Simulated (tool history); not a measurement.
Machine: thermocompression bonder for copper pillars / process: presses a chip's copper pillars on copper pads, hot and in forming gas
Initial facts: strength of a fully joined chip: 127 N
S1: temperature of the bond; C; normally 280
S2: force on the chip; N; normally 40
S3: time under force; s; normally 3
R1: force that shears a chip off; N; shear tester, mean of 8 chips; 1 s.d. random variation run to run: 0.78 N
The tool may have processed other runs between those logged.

run	day	S1	S2	S3	R1
1	0.000	280	40	3	59.8
2	2.858	280	40	3	59.9
3	6.221	308	40	3	77.8
4	9.396	308	40	3	78.2
5	12.129	308	40	3	79.2
6	15.329	308	40	3	79.6
7	17.596	308	40	3	78.4
8	20.125	308	40	3	78.9
9	22.600	308	46	3	83.8
10	24.075	308	46	3	84.1
11	26.429	280	40	3	59.0
# day 26.917: forming gas filter changed
12	29.850	280	40	3	60.2
13	32.258	280	40	3	61.0
14	35.225	280	40	3	61.4
15	37.683	280	35	3	55.4
16	40.567	303	40	3	76.9
17	42.117	303	40	3	74.9
18	43.654	303	40	3	78.0
# day 44.475: heater calibrated with a thermocouple chip
19	46.250	280	40	3	60.9
20	48.083	280	40	3	60.6
21	49.788	280	40	3	58.8
22	52.142	280	40	3	59.3
23	55.338	283	40	3	62.4
24	57.354	283	40	3	61.4
# day 57.800: forming gas filter changed
25	58.950	280	40	4	65.8
26	61.125	280	40	4	67.7
27	64.642	280	40	4	65.9
28	67.246	280	32	3	53.8
29	68.675	303	32	9	89.3
30	71.317	276	52	8	88.4
31	73.750	276	52	8	87.9
32	76.429	280	31	2	45.1
33	79.704	284	27	2	42.1
34	82.733	256	46	8	69.3
35	86.188	307	31	6	85.4
# day 88.521: forming gas filter changed
36	89.450	282	40	3	61.8
37	90.879	282	40	3	62.0
38	92.567	305	55	2	80.1
39	96.042	289	30	3	56.4

Forecast each of these 3 alternatives for the next run:
A	98.667	302	54	6	?
B	98.667	280	46	3	?
C	98.667	275	44	2	?

run	R1
A	101.8
B	65.1
C	52.3
With no hidden state in the tool, these same runs would have given:
run	R1
A	101.4
B	64.6
C	51.9
